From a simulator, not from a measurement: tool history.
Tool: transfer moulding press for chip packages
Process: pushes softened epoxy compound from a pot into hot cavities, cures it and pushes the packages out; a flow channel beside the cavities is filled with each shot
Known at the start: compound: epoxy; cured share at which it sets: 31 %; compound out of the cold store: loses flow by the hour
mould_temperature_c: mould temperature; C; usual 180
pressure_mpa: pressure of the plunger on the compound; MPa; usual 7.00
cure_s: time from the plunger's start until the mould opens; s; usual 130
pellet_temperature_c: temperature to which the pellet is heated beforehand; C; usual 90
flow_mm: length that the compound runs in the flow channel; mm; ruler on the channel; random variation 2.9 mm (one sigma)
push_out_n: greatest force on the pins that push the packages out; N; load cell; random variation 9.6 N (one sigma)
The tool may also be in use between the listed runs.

| run | day | mould_temperature_c | pressure_mpa | cure_s | pellet_temperature_c | incoming compound's hours out of the cold store | flow_mm | push_out_n |
|---|---|---|---|---|---|---|---|---|
| 1 | 0.000 | 180 | 7.00 | 130 | 90 | 23.8 | 826 | 770 |
| 2 | 0.354 | 180 | 7.00 | 130 | 90 | 23.9 | 823 | 751 |
| 3 | 0.754 | 180 | 7.00 | 130 | 90 | 23.2 | 825 | 783 |
| 4 | 1.462 | 180 | 7.00 | 130 | 90 | 40.7 | 768 | 498 |
| 5 | 2.188 | 180 | 7.00 | 130 | 90 | 16.0 | 852 | 590 |
| 6 | 2.646 | 180 | 7.00 | 130 | 90 | 10.7 | 869 | 633 |
| 7 | 3.342 | 180 | 7.00 | 137 | 90 | 18.5 | 835 | 623 |
| 8 | 3.842 | 180 | 7.00 | 167 | 90 | 45.8 | 738 | 547 |
| 9 | 4.283 | 180 | 7.00 | 167 | 90 | 46.4 | 738 | 588 |
| 10 | 5.121 | 180 | 7.00 | 130 | 90 | 20.6 | 852 | 690 |
| 11 | 5.858 | 180 | 7.00 | 130 | 90 | 17.6 | 866 | 749 |
| 12 | 6.258 | 180 | 7.00 | 130 | 90 | 43.2 | 769 | 748 |
| 13 | 6.779 | 180 | 7.00 | 130 | 90 | 36.9 | 788 | 498 |
| 14 | 7.417 | 180 | 7.00 | 130 | 90 | 33.5 | 796 | 554 |
| 15 | 8.054 | 180 | 7.00 | 130 | 90 | 34.7 | 795 | 618 |
| 16 | 8.583 | 180 | 7.00 | 130 | 90 | 23.1 | 839 | 655 |
| 17 | 9.317 | 175 | 7.35 | 150 | 83 | 23.7 | 878 | 732 |
| 18 | 9.688 | 184 | 7.00 | 130 | 97 | 15.4 | 843 | 627 |
| 19 | 10.008 | 187 | 7.00 | 130 | 93 | 35.7 | 755 | 575 |
| 20 | 10.500 | 180 | 7.00 | 117 | 90 | 13.1 | 875 | 901 |
| 21 | 11.117 | 180 | 7.00 | 117 | 90 | 26.0 | 818 | 904 |
| 22 | 11.862 | 177 | 7.00 | 117 | 91 | 46.3 | 755 | 674 |
| 23 | 12.488 | 180 | 5.62 | 130 | 90 | 36.5 | 696 | 564 |
| 24 | 12.962 | 180 | 5.62 | 130 | 90 | 24.6 | 735 | 609 |
| 25 | 13.433 | 180 | 5.62 | 130 | 90 | 41.5 | 675 | 620 |
| 26 | 14.158 | 180 | 5.62 | 130 | 90 | 20.9 | 740 | 691 |
| 27 | 14.638 | 180 | 6.72 | 130 | 90 | 45.1 | 730 | 667 |
| 28 | 15.162 | 180 | 8.18 | 167 | 90 | 25.0 | 877 | 608 |

Taken out of this log: 6 entries between the listed runs. Where each belongs, and how the hidden state differs across it:
Between runs 3 and 4: cavities cleaned with cleaning compound and waxed (day 1.050)
  true mould temperature over the reading, C: -0.51 -> -0.52; pressure that reaches the compound, % of what is set: 94.49 -> 94.05; grip of the stained cavities, % over clean ones': 66.7 -> 12.4
  measured less the result without the state, flow_mm: -21 -> -21 mm; push_out_n: +324 -> +64 N
Between runs 8 and 9: mould's thermocouples calibrated (day 3.962)
  true mould temperature over the reading, C: -0.57 -> -0.79; pressure that reaches the compound, % of what is set: 92.47 -> 92.24; grip of the stained cavities, % over clean ones': 50.6 -> 54.2
  measured less the result without the state, flow_mm: -27 -> -28 mm; push_out_n: +187 -> +209 N
Between runs 9 and 10: plunger's sealing rings changed (day 4.908); mould's thermocouples calibrated, once more (day 5.121)
  true mould temperature over the reading, C: -0.79 -> -0.14; pressure that reaches the compound, % of what is set: 92.24 -> 98.91; grip of the stained cavities, % over clean ones': 54.2 -> 59.5
  measured less the result without the state, flow_mm: -28 -> -4 mm; push_out_n: +209 -> +260 N
Between runs 12 and 13: cavities cleaned with cleaning compound and waxed (day 6.375)
  true mould temperature over the reading, C: -0.16 -> -0.17; pressure that reaches the compound, % of what is set: 98.18 -> 97.88; grip of the stained cavities, % over clean ones': 66.7 -> 12.1
  measured less the result without the state, flow_mm: -6 -> -8 mm; push_out_n: +302 -> +57 N
Between runs 21 and 22: cavities cleaned with cleaning compound and waxed (day 11.433)
  true mould temperature over the reading, C: -0.25 -> -0.26; pressure that reaches the compound, % of what is set: 95.1 -> 94.64; grip of the stained cavities, % over clean ones': 65.6 -> 10.8
  measured less the result without the state, flow_mm: -20 -> -20 mm; push_out_n: +366 -> +76 N

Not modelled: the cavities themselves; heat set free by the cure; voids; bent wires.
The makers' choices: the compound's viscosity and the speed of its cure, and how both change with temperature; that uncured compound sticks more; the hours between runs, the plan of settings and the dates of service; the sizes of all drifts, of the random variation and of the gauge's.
